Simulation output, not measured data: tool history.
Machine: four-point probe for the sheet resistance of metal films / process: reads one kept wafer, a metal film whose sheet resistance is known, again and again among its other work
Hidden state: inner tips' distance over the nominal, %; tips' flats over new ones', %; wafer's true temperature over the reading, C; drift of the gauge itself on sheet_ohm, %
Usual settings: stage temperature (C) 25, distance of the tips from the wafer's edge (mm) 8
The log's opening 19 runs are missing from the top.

run,hour,stage temperature (C),distance of the tips from the wafer's edge (mm),touches since the probe head was changed,hours of work since the stage's thermometer was calibrated,sheet resistance as the instrument gives it (ohm/square)
20,486.4,26,8,3635,1091,5.742758
21,511.2,26,8,4814,1110,5.740547
22,542.1,26,8,6286,1133,5.739399
23,570.2,33,8,7622,1153,5.735486
24,592.9,25,4,8703,1170,5.962167
25,611.1,19,13,9570,1184,5.708605
26,641.1,23,7,10994,1206,5.774920
27,662.6,30,5,12019,1222,5.853472
28,687.0,20,27,13179,1240,5.689958
29,717.9,18,58,14649,1263,5.687387
30,746.9,28,15,16033,1284,5.693575
31,764.7,23,5,16880,1297,5.867760
32,786.4,32,55,17909,1313,5.668863
33,809.1,21,14,18993,1330,5.709374
34,838.2,21,14,20378,1352,5.711921
35,859.5,22,3,21392,1368,6.177805
36,880.3,22,3,22378,1383,6.182758
37,899.2,22,3,23279,1397,6.179342
38,932.6,22,3,24869,1422,6.181752
39,960.7,22,3,26205,1442,6.183635
40,994.0,21,7,27792,1467,5.790686

Run 41 comes next. What will it give?
41,1012.5,21,7,28673,1481,?

Logged for run 41: sheet resistance as the instrument gives it (ohm/square) 5.791222.
Minus the tool's unlogged condition, the same run would have read sheet resistance as the instrument gives it (ohm/square) 5.781523.

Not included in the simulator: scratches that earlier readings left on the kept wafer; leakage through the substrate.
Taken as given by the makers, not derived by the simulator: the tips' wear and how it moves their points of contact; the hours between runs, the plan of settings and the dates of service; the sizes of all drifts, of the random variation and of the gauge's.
